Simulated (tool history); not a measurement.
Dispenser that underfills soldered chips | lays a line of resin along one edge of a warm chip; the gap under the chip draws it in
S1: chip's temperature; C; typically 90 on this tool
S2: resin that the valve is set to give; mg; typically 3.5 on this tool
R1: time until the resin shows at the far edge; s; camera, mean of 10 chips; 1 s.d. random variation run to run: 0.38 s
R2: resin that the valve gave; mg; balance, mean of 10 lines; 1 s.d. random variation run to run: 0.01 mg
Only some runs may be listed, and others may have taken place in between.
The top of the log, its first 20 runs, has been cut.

run	hour	S1	S2	R1	R2
21	207.9	98	4.49	27.8	4.43
# hour 212: new syringe of resin
22	217.7	93	3.7	30.1	3.64
# hour 224: new syringe of resin
23	229.3	89	3.61	33.9	3.51
24	235.1	90	3.35	45.9	3.26
# hour 236.4: new syringe of resin
# hour 248.3: dispensing valve cleaned and set on the balance
# hour 249.3: new syringe of resin
25	249.3	78	3.08	41.3	3.08
26	256.2	78	3.08	58.4	3.06
# hour 262.3: new syringe of resin
27	269.2	78	3.08	60.6	3.05
# hour 275.2: new syringe of resin
28	277.1	90	3.5	27.8	3.45
29	283.5	88	4.12	42	4.07

What does the tool deliver on the next run?
# hour 287.6: new syringe of resin
30	291	88	4.12	?	?

{"run 30": {"R1": 32.1, "R2": 4.03}}
On a tool with no hidden condition, and with the same random variation, this run would have come out at R1 24.9 s, R2 4.12 mg.

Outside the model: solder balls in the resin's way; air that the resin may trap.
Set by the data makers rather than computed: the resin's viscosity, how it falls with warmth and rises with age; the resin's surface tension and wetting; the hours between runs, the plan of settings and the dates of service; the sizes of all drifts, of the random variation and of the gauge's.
